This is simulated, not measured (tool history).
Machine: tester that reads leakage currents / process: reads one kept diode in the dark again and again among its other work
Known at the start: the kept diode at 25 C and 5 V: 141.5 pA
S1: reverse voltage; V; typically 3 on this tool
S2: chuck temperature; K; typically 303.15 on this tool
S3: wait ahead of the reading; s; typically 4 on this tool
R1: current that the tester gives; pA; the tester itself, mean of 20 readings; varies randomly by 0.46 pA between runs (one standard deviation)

Run 1, hour 0: usual settings. Result: R1 153.2 pA.
Run 2, hour 124.3: usual settings. Result: R1 156.77 pA.
Run 3, hour 238.1: usual settings but S2 317.15 K. Result: R1 408.61 pA.
Run 4, hour 393.9: usual settings but S2 317.15 K. Result: R1 414.8 pA.
Run 5, hour 531: usual settings but S2 317.15 K. Result: R1 422.02 pA.
Run 6, hour 669.6: usual settings but S2 317.15 K. Result: R1 425.99 pA.
Run 7, hour 917.9: usual settings but S2 317.15 K. Result: R1 434.27 pA.
Run 8, hour 1095.3: usual settings but S2 317.15 K. Result: R1 443.6 pA.
Run 9, hour 1278.3: usual settings but S2 317.15 K. Result: R1 454.42 pA.
Run 10, hour 1414.1: usual settings but S2 317.15 K. Result: R1 457.95 pA.
At hour 1456.7: chuck's temperature calibrated.
Run 11, hour 1556.9: usual settings but S2 317.15 K. Result: R1 402.43 pA.
Run 12, hour 1777.9: usual settings but S2 295.15 K. Result: R1 90.56 pA.
Run 13, hour 1924: usual settings but S2 295.15 K. Result: R1 93.06 pA.
Run 14, hour 2056: usual settings but S2 319.15 K. Result: R1 480.45 pA.
Run 15, hour 2268.5: usual settings but S1 12.72 V, S2 295.15 K, S3 9.63 s. Result: R1 220.96 pA.
Run 16, hour 2460.6: usual settings but S1 11.67 V, S2 306.15 K, S3 3.25 s. Result: R1 460.76 pA.
Run 17, hour 2686.9: usual settings but S1 1.3 V, S2 324.15 K, S3 1.56 s. Result: R1 441.57 pA.
Run 18, hour 2922.6: usual settings but S1 5.11 V, S2 294.15 K, S3 5.52 s. Result: R1 132.84 pA.
At hour 2986.7: chuck's temperature calibrated.
Run 19, hour 3079.9: usual settings but S1 5.11 V, S2 294.15 K, S3 5.52 s. Result: R1 115.93 pA.
At hour 3100.2: tester calibrated.
Run 20, hour 3195: usual settings but S1 5.11 V, S2 294.15 K, S3 5.52 s. Result: R1 118.39 pA.
Run 21, hour 3443.2: usual settings but S1 5.11 V, S2 294.15 K, S3 5.52 s. Result: R1 122.23 pA.
Run 22, hour 3627.6: usual settings but S1 5.11 V, S2 294.15 K, S3 5.52 s. Result: R1 123.91 pA.
At hour 3686: tester calibrated, once more.
Run 23, hour 3757.1: usual settings but S1 5.11 V, S2 294.15 K, S3 5.52 s. Result: R1 126.52 pA.
Run 24, hour 3951.1: usual settings but S1 5.11 V, S2 294.15 K, S3 5.52 s. Result: R1 129.51 pA.
Run 25, hour 4065.5: usual settings but S1 5.11 V, S2 294.15 K, S3 5.52 s. Result: R1 131.77 pA.
Run 26, hour 4184.2: usual settings but S1 4.44 V, S2 327.15 K, S3 5.52 s. Result: R1 1058.63 pA.
Run 27, hour 4359.6: usual settings but S1 4.44 V, S2 327.15 K, S3 5.52 s. Result: R1 1076.35 pA.

4 ways to go on from here, each from the tool as it stands after run 27. What would each give?
At hour 4524: chuck's temperature calibrated.
Run A, hour 4591.8: usual settings but S1 4.98 V, S2 313.15 K, S3 3.54 s. Result: R1 ?.
At hour 4524: chuck's temperature calibrated.
Run B, hour 4591.8: usual settings but S1 4.44 V, S2 323.15 K, S3 2.73 s. Result: R1 ?.
At hour 4524: chuck's temperature calibrated.
Run C, hour 4591.8: usual settings but S1 3.89 V, S2 293.15 K, S3 8.26 s. Result: R1 ?.
At hour 4524: chuck's temperature calibrated.
Run D, hour 4591.8: usual settings but S1 1.92 V, S2 295.15 K, S3 5.52 s. Result: R1 ?.

run      R1
  A  415.29
  B  731.18
  C   92.37
  D   70.37
With no hidden state in the tool, these same runs would have given:
run      R1
  A  405.31
  B  721.58
  C   85.09
  D   66.74
